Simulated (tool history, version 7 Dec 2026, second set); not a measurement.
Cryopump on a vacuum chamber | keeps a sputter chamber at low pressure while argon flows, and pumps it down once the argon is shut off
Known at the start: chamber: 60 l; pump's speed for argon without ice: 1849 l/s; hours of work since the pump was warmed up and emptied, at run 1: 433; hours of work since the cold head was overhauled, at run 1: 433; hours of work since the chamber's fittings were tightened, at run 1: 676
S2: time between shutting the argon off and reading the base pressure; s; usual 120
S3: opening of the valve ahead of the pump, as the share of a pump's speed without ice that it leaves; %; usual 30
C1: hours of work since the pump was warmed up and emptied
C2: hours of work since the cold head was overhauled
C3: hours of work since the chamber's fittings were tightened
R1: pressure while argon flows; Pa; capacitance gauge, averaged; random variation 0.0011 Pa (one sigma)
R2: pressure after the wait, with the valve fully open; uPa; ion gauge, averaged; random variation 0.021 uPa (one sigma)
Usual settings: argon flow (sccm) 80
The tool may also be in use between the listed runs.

run 1 hour=0 | argon_flow_(sccm)=80 S2=120 S3=30 | C1=433 C2=433 C3=676 | R1=0.2552 R2=0.75
run 2 hour=51 | argon_flow_(sccm)=80 S2=120 S3=30 | C1=458 C2=458 C3=702 | R1=0.2547 R2=0.75
run 3 hour=149.9 | argon_flow_(sccm)=80 S2=120 S3=30 | C1=507 C2=507 C3=751 | R1=0.2588 R2=0.79
run 4 hour=223.6 | argon_flow_(sccm)=80 S2=52 S3=30 | C1=543 C2=543 C3=787 | R1=0.2594 R2=1.04
run 5 hour=314.6 | argon_flow_(sccm)=80 S2=120 S3=30 | C1=588 C2=588 C3=832 | R1=0.2622 R2=0.84
run 6 hour=390.7 | argon_flow_(sccm)=80 S2=120 S3=30 | C1=626 C2=626 C3=870 | R1=0.2631 R2=0.94
run 7 hour=452 | argon_flow_(sccm)=80 S2=120 S3=30 | C1=656 C2=656 C3=900 | R1=0.2632 R2=0.95
run 8 hour=542.1 | argon_flow_(sccm)=80 S2=120 S3=30 | C1=701 C2=701 C3=945 | R1=0.2678 R2=0.99
run 9 hour=589.5 | argon_flow_(sccm)=80 S2=120 S3=30 | C1=724 C2=724 C3=968 | R1=0.2652 R2=1.01
run 10 hour=634.1 | argon_flow_(sccm)=80 S2=120 S3=30 | C1=746 C2=746 C3=990 | R1=0.2671 R2=1
run 11 hour=678.6 | argon_flow_(sccm)=80 S2=120 S3=30 | C1=768 C2=768 C3=1012 | R1=0.2697 R2=1.04
run 12 hour=733.8 | argon_flow_(sccm)=80 S2=120 S3=30 | C1=796 C2=796 C3=1039 | R1=0.2713 R2=1.05
run 13 hour=795.2 | argon_flow_(sccm)=128 S2=70 S3=30 | C1=826 C2=826 C3=1070 | R1=0.4324 R2=1.26
run 14 hour=850.2 | argon_flow_(sccm)=128 S2=70 S3=30 | C1=853 C2=853 C3=1097 | R1=0.4389 R2=1.3
run 15 hour=899.7 | argon_flow_(sccm)=128 S2=70 S3=30 | C1=878 C2=878 C3=1121 | R1=0.4389 R2=1.26
run 16 hour=940.9 | argon_flow_(sccm)=42 S2=120 S3=38 | C1=898 C2=898 C3=1142 | R1=0.1173 R2=1.16
run 17 hour=991.5 | argon_flow_(sccm)=90 S2=83 S3=23 | C1=923 C2=923 C3=1167 | R1=0.395 R2=1.27

5 ways to go on from here, each from the tool as it stands after run 17. What would each give?
-- hour=1041.6 pump warmed up, emptied and cooled again
run A hour=1077.1 | argon_flow_(sccm)=113 S2=120 S3=30 | C1=18 C2=963 C3=1207 | R1=? R2=?
-- hour=1041.6 pump warmed up, emptied and cooled again
run B hour=1077.1 | argon_flow_(sccm)=72 S2=39 S3=16 | C1=18 C2=963 C3=1207 | R1=? R2=?
-- hour=1041.6 pump warmed up, emptied and cooled again
run C hour=1077.1 | argon_flow_(sccm)=90 S2=211 S3=23 | C1=18 C2=963 C3=1207 | R1=? R2=?
-- hour=1041.6 pump warmed up, emptied and cooled again
run D hour=1077.1 | argon_flow_(sccm)=62 S2=107 S3=58 | C1=18 C2=963 C3=1207 | R1=? R2=?
-- hour=1041.6 pump warmed up, emptied and cooled again
run E hour=1077.1 | argon_flow_(sccm)=90 S2=56 S3=27 | C1=18 C2=963 C3=1207 | R1=? R2=?

run=A R1=0.3474 R2=0.93
run=B R1=0.4142 R2=1.25
run=C R1=0.3592 R2=0.83
run=D R1=0.0992 R2=0.94
run=E R1=0.3061 R2=1.14
Without the tool's hidden state the same runs would have given:
run=A R1=0.3456 R2=0.32
run=B R1=0.413 R2=0.64
run=C R1=0.3577 R2=0.23
run=D R1=0.0982 R2=0.35
run=E R1=0.3046 R2=0.51
